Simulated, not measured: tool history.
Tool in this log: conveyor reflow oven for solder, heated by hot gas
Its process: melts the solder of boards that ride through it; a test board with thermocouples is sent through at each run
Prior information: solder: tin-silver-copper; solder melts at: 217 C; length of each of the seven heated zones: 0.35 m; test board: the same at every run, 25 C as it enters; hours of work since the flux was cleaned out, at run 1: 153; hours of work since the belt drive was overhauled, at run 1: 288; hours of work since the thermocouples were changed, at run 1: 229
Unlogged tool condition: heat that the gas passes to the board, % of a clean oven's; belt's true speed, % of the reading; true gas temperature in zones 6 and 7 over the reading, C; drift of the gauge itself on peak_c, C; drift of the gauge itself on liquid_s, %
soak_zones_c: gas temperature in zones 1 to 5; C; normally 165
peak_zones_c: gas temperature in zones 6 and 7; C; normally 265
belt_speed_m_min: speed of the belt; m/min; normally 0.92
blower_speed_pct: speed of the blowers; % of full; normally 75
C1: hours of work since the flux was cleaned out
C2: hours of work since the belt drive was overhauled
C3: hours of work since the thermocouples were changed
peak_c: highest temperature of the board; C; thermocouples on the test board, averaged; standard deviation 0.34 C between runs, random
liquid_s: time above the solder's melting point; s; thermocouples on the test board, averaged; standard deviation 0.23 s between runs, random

Run 1, hour 0: usual settings; C1 153; C2 288; C3 229. Result: peak_c 241.9 C, liquid_s 26.3 s.
Run 2, hour 5.9: usual settings; C1 157; C2 292; C3 234. Result: peak_c 241.3 C, liquid_s 25.9 s.
Run 3, hour 12.6: usual settings but soak_zones_c 157 C; C1 163; C2 297; C3 239. Result: peak_c 239.8 C, liquid_s 23.2 s.
Run 4, hour 20.5: usual settings but belt_speed_m_min 0.834 m/min; C1 169; C2 304; C3 245. Result: peak_c 245 C, liquid_s 31.6 s.
Run 5, hour 32: usual settings but belt_speed_m_min 0.834 m/min; C1 178; C2 313; C3 254. Result: peak_c 244.8 C, liquid_s 31.1 s.
Run 6, hour 38.9: usual settings but belt_speed_m_min 0.834 m/min; C1 183; C2 318; C3 260. Result: peak_c 245.1 C, liquid_s 31.3 s.
Run 7, hour 46.7: usual settings but belt_speed_m_min 0.834 m/min; C1 189; C2 324; C3 266. Result: peak_c 245 C, liquid_s 31.3 s.
Run 8, hour 57.5: usual settings but belt_speed_m_min 0.834 m/min; C1 198; C2 332; C3 274. Result: peak_c 244.6 C, liquid_s 31 s.
Run 9, hour 63.2: usual settings but belt_speed_m_min 0.834 m/min; C1 202; C2 337; C3 279. Result: peak_c 244.6 C, liquid_s 31.5 s.
Run 10, hour 72.2: usual settings; C1 209; C2 344; C3 286. Result: peak_c 241.5 C, liquid_s 25 s.
Run 11, hour 79.3: usual settings but belt_speed_m_min 0.772 m/min; C1 215; C2 350; C3 291. Result: peak_c 247.1 C, liquid_s 36.2 s.
Run 12, hour 90.4: usual settings but belt_speed_m_min 0.772 m/min; C1 223; C2 358; C3 300. Result: peak_c 247.2 C, liquid_s 35.7 s.
Run 13, hour 97.4: usual settings but belt_speed_m_min 0.772 m/min; C1 229; C2 364; C3 305. Result: peak_c 247.3 C, liquid_s 35.5 s.
Run 14, hour 106.7: usual settings but belt_speed_m_min 0.772 m/min; C1 236; C2 371; C3 313. Result: peak_c 246.7 C, liquid_s 35.2 s.
Run 15, hour 112.7: usual settings but soak_zones_c 154 C; C1 241; C2 376; C3 317. Result: peak_c 238.7 C, liquid_s 21.7 s.
Run 16, hour 118.9: usual settings but soak_zones_c 154 C; C1 246; C2 380; C3 322. Result: peak_c 237.6 C, liquid_s 21.7 s.
Run 17, hour 129.3: usual settings but belt_speed_m_min 1.077 m/min; C1 254; C2 389; C3 330. Result: peak_c 234 C, liquid_s 16.1 s.
Run 18, hour 142.6: usual settings but belt_speed_m_min 1.077 m/min; C1 264; C2 399; C3 341. Result: peak_c 232.6 C, liquid_s 16 s.
Run 19, hour 149.5: usual settings but peak_zones_c 271 C, blower_speed_pct 70 % of full; C1 270; C2 404; C3 346. Result: peak_c 243.4 C, liquid_s 26.5 s.
Run 20, hour 156.7: usual settings but peak_zones_c 271 C, blower_speed_pct 70 % of full; C1 275; C2 410; C3 352. Result: peak_c 243.5 C, liquid_s 26.8 s.
Run 21, hour 163.1: usual settings but soak_zones_c 169 C; C1 280; C2 415; C3 357. Result: peak_c 240.4 C, liquid_s 26.1 s.
Run 22, hour 175.6: usual settings but soak_zones_c 169 C, blower_speed_pct 64 % of full; C1 290; C2 425; C3 366. Result: peak_c 238.1 C, liquid_s 23.2 s.
Run 23, hour 184: usual settings but soak_zones_c 169 C, blower_speed_pct 64 % of full; C1 296; C2 431; C3 373. Result: peak_c 237.7 C, liquid_s 23.2 s.
Run 24, hour 197.3: usual settings but soak_zones_c 158 C, peak_zones_c 259 C, belt_speed_m_min 0.882 m/min, blower_speed_pct 65 % of full; C1 307; C2 442; C3 383. Result: peak_c 232.3 C, liquid_s 18.3 s.
Run 25, hour 206: usual settings but soak_zones_c 158 C, peak_zones_c 259 C, belt_speed_m_min 0.882 m/min, blower_speed_pct 65 % of full; C1 314; C2 449; C3 390. Result: peak_c 232.2 C, liquid_s 18.6 s.
Run 26, hour 213.4: usual settings but belt_speed_m_min 0.74 m/min; C1 320; C2 454; C3 396. Result: peak_c 247.6 C, liquid_s 37.3 s.
Run 27, hour 219.9: usual settings but soak_zones_c 170 C, peak_zones_c 274 C; C1 325; C2 459; C3 401. Result: peak_c 248 C, liquid_s 30.3 s.
Run 28, hour 232: usual settings but soak_zones_c 170 C, peak_zones_c 274 C, belt_speed_m_min 0.839 m/min; C1 334; C2 469; C3 410. Result: peak_c 251.5 C, liquid_s 35.5 s.
At hour 244.7: flux residue cleaned out of gas plates and filters.
Run 29, hour 248.1: usual settings but soak_zones_c 180 C, peak_zones_c 275 C, belt_speed_m_min 0.839 m/min, blower_speed_pct 52 % of full; C1 3; C2 477; C3 419. Result: peak_c 252.5 C, liquid_s 37.9 s.
Run 30, hour 260.2: usual settings but soak_zones_c 158 C, peak_zones_c 268 C, belt_speed_m_min 0.886 m/min, blower_speed_pct 72 % of full; C1 12; C2 487; C3 429. Result: peak_c 245.3 C, liquid_s 28 s.
Run 31, hour 273.4: usual settings but soak_zones_c 173 C, belt_speed_m_min 0.969 m/min, blower_speed_pct 69 % of full; C1 22; C2 497; C3 439. Result: peak_c 241.5 C, liquid_s 26.1 s.

Hidden state at the last listed run before each entry between runs and at the first one after, where it differs:
Between runs 28 and 29: flux residue cleaned out of gas plates and filters (hour 244.7)
  heat that the gas passes to the board, % of a clean oven's: 87.2 -> 99.5; belt's true speed, % of the reading: 99.14 -> 99.13; true gas temperature in zones 6 and 7 over the reading, C: -0.53 -> -0.54
  what was measured, less what the result would be without the hidden state, peak_c: -4.2 -> -0.2 C; liquid_s: -2.2 -> +0.2 s
